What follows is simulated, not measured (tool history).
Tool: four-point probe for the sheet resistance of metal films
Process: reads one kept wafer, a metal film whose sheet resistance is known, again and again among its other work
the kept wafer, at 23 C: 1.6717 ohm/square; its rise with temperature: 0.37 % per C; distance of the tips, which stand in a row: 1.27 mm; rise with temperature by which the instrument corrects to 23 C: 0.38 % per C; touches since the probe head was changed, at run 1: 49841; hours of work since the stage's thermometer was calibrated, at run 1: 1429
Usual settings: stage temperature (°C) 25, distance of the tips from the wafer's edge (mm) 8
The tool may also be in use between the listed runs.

| run | hour | stage temperature (°C) | distance of the tips from the wafer's edge (mm) | touches since the probe head was changed | hours of work since the stage's thermometer was calibrated | sheet resistance as the instrument gives it (ohm/square) |
|---|---|---|---|---|---|---|
| 1 | 0.0 | 25 | 8 | 49841 | 1429 | 1.706077 |
| 2 | 34.6 | 25 | 8 | 50917 | 1451 | 1.706594 |
| 3 | 68.7 | 34 | 8 | 51978 | 1473 | 1.704250 |
| 4 | 103.8 | 34 | 8 | 53070 | 1496 | 1.704230 |
| 5 | 144.8 | 25 | 8 | 54348 | 1522 | 1.707187 |
| 6 | 168.3 | 25 | 8 | 55078 | 1537 | 1.707355 |
| 7 | 217.2 | 25 | 8 | 56601 | 1569 | 1.708052 |
| 8 | 251.3 | 25 | 8 | 57660 | 1591 | 1.707985 |
| 9 | 282.3 | 25 | 8 | 58626 | 1611 | 1.708550 |
| 10 | 309.4 | 25 | 8 | 59469 | 1629 | 1.708595 |
| 11 | 347.4 | 25 | 8 | 60650 | 1653 | 1.708597 |
| 12 | 374.8 | 25 | 8 | 61503 | 1671 | 1.709387 |
| 13 | 404.6 | 25 | 8 | 62429 | 1690 | 1.709293 |
| 14 | 436.5 | 25 | 8 | 63424 | 1711 | 1.709908 |
| 15 | 470.0 | 25 | 8 | 64466 | 1732 | 1.709925 |
| 16 | 498.8 | 25 | 8 | 65360 | 1751 | 1.710389 |
| 17 | 535.2 | 25 | 8 | 66494 | 1774 | 1.709767 |
| 18 | 575.9 | 25 | 8 | 67760 | 1801 | 1.710921 |
| 19 | 601.5 | 25 | 8 | 68557 | 1817 | 1.711124 |
| 20 | 636.1 | 25 | 3 | 69633 | 1840 | 1.835207 |
| 21 | 664.0 | 25 | 3 | 70502 | 1858 | 1.835796 |
| 22 | 717.4 | 25 | 21 | 72164 | 1892 | 1.692068 |
| 23 | 742.2 | 25 | 15 | 72935 | 1908 | 1.695812 |
| 24 | 793.2 | 27 | 20 | 74523 | 1941 | 1.692615 |
| 25 | 827.6 | 26 | 8 | 75594 | 1963 | 1.712130 |
| 26 | 858.0 | 18 | 19 | 76537 | 1983 | 1.695906 |
| 27 | 912.8 | 18 | 19 | 78244 | 2018 | 1.696251 |
|  | 951.0 | new probe head fitted |
| 28 | 958.6 | 18 | 19 | 237 | 2047 | 1.678105 |
| 29 | 996.3 | 18 | 19 | 1411 | 2072 | 1.678581 |
| 30 | 1019.6 | 30 | 48 | 2137 | 2087 | 1.672055 |
| 31 | 1052.8 | 30 | 48 | 3168 | 2108 | 1.673080 |
| 32 | 1105.1 | 30 | 3 | 4795 | 2142 | 1.818508 |
|  | 1109.1 | stage's thermometer calibrated |
| 33 | 1144.5 | 19 | 61 | 6006 | 23 | 1.675644 |
| 34 | 1188.4 | 19 | 10 | 7373 | 51 | 1.690121 |
| 35 | 1235.6 | 25 | 7 | 8840 | 82 | 1.703086 |
| 36 | 1270.3 | 25 | 12 | 9920 | 104 | 1.684025 |
| 37 | 1305.3 | 25 | 12 | 11009 | 127 | 1.684577 |
|  | 1348.0 | stage's thermometer calibrated, once more |
| 38 | 1348.0 | 24 | 16 | 12325 | 0 | 1.683489 |
| 39 | 1378.6 | 19 | 15 | 13275 | 20 | 1.686074 |
| 40 | 1414.5 | 19 | 15 | 14391 | 43 | 1.686295 |
| 41 | 1465.7 | 30 | 8 | 15985 | 76 | 1.700863 |

Forecast run 42:
| 42 | 1520.1 | 30 | 8 | 17677 | 111 | ? |

Run 42 gave sheet resistance as the instrument gives it (ohm/square) 1.700373.
Without the tool's hidden state the same run would have given sheet resistance as the instrument gives it (ohm/square) 1.692251.
